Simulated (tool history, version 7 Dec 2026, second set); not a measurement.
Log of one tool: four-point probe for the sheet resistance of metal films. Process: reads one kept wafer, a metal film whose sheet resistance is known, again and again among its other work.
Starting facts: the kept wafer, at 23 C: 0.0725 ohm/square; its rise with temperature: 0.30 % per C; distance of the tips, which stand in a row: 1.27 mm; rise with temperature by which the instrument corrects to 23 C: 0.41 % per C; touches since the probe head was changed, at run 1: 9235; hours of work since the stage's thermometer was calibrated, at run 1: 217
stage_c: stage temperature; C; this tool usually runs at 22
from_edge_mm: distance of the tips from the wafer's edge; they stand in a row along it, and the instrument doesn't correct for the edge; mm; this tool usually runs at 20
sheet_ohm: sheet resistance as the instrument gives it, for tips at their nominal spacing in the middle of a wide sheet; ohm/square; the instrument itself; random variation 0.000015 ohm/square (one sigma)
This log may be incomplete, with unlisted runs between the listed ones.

run    day  stage_c  from_edge_mm  touches since the probe head was changed  hours of work since the stage's thermometer was calibrated  sheet_ohm
  1  0.000       22            20                                      9235                                                         217   0.073005
  2  0.912       23            20                                      9976                                                         228   0.072890
  3  1.775       23            20                                     10677                                                         238   0.072878
  4  2.617       22            20                                     11363                                                         248   0.072957
  5  3.454       22            20                                     12043                                                         258   0.072976
  6  3.850       22            20                                     12365                                                         262   0.072963
     3.925  -- stage's thermometer calibrated
  7  4.521       34             4                                     12894                                                           7   0.075571
  8  5.425       34             4                                     13632                                                          18   0.075595
  9  6.067       21            20                                     14152                                                          25   0.073043
 10  6.558       26             5                                     14552                                                          31   0.074938

How would selected steps in sheet_ohm from run to run divide? Give the signed amount a tool lacking its hidden state would still show from settings, what came in and random variation, and the signed amount left for the hidden state, including any gauge scatter that is not in both of the compared results.
Hidden state at play: inner tips' distance over the nominal, %; tips' flats over new ones', %; wafer's true temperature over the reading, C; drift of the gauge itself on sheet_ohm, %.
Run 6 -> 7: stage_c 22 -> 34, from_edge_mm 20 -> 4, stage's thermometer calibrated. sheet_ohm +0.002608 ohm/square: hidden state +0.000000, all else +0.002608.
Run 9 -> 10: stage_c 21 -> 26, from_edge_mm 20 -> 5. sheet_ohm +0.001895 ohm/square: hidden state +0.000008, all else +0.001887.
